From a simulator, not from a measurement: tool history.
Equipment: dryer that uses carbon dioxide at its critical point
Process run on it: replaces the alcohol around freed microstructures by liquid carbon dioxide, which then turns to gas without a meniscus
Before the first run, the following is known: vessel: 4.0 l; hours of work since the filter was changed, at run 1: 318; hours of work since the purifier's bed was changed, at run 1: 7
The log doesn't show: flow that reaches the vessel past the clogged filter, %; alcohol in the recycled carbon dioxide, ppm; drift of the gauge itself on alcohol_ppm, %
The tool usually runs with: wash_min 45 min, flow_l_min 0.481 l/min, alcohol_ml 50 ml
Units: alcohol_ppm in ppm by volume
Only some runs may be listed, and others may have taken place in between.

run,hour,wash_min,flow_l_min,alcohol_ml,hours of work since the filter was changed,hours of work since the purifier's bed was changed,alcohol_ppm
1,0.0,45,0.481,50,318,7,349
2,6.1,39,0.481,50,320,9,559
3,16.4,45,0.298,50,324,13,1445
4,26.1,45,0.481,47,328,17,337
5,35.4,45,0.481,47,332,21,339
6,39.9,45,0.481,50,334,23,373
7,50.3,45,0.481,50,338,27,354
8,54.8,41,0.481,50,340,29,513
9,63.9,41,0.481,50,344,33,498
10,74.3,41,0.664,50,348,37,144
11,82.8,31,0.747,89,352,41,445
12,93.6,31,0.747,89,356,45,485
13,102.0,31,0.747,89,360,49,476
14,109.0,45,0.409,50,363,52,653
15,119.9,45,0.409,50,367,56,644
16,129.0,33,0.481,45,371,60,884
17,139.9,33,0.481,45,376,65,868
18,148.1,33,0.481,45,379,68,871
19,157.6,46,0.638,26,383,72,61

For each run, the measured value with the value that run would have given without the tool's hidden condition subtracted. The run-to-run variation is shared by both, the gauge scatter possibly not:
run,alcohol_ppm
1,+93
2,+133
3,+246
4,+91
5,+93
6,+102
7,+101
8,+131
9,+132
10,+52
11,+140
12,+151
13,+152
14,+167
15,+168
16,+207
17,+204
18,+209
19,+30
